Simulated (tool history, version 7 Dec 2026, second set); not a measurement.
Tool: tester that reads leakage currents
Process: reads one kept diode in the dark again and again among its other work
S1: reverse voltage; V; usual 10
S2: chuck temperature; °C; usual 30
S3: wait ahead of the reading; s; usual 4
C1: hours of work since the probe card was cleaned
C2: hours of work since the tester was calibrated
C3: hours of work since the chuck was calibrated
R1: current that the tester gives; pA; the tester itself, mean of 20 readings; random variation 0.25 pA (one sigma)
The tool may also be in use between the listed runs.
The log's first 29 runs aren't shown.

run	day	S1	S2	S3	C1	C2	C3	R1
30	43.675	3.8	38	2.35	355	810	1051	122.43
31	44.983	3.9	38	0.43	370	826	1067	124.99
32	46.862	10	30	1.22	393	848	1089	96.82
33	47.833	18.6	30	1.22	405	860	1101	130.45
34	49.225	2.3	47	2.21	422	877	1118	207.54
35	51.225	14.4	27	3.02	446	901	1142	87.77
36	52.779	1.8	51	0.78	465	920	1161	258.01
37	54.171	5.4	30	2.03	481	937	1178	72.78
38	55.367	1.3	23	0.38	496	951	1192	19.82
39	56.55	1.3	23	0.38	510	966	1206	19.91
40	57.529	16.1	23	0.38	522	977	1218	68.75

Forecast each of these 3 alternatives for the next run:
A	59.454	13.5	45	1.38	545	1001	1241	?
B	59.454	16.1	23	0.37	545	1001	1241	?
C	59.454	16.1	23	3.13	545	1001	1241	?

run	R1
A	409.33
B	69.52
C	65.97
Without the tool's hidden state the same runs would have given:
run	R1
A	352.67
B	57.57
C	54.08

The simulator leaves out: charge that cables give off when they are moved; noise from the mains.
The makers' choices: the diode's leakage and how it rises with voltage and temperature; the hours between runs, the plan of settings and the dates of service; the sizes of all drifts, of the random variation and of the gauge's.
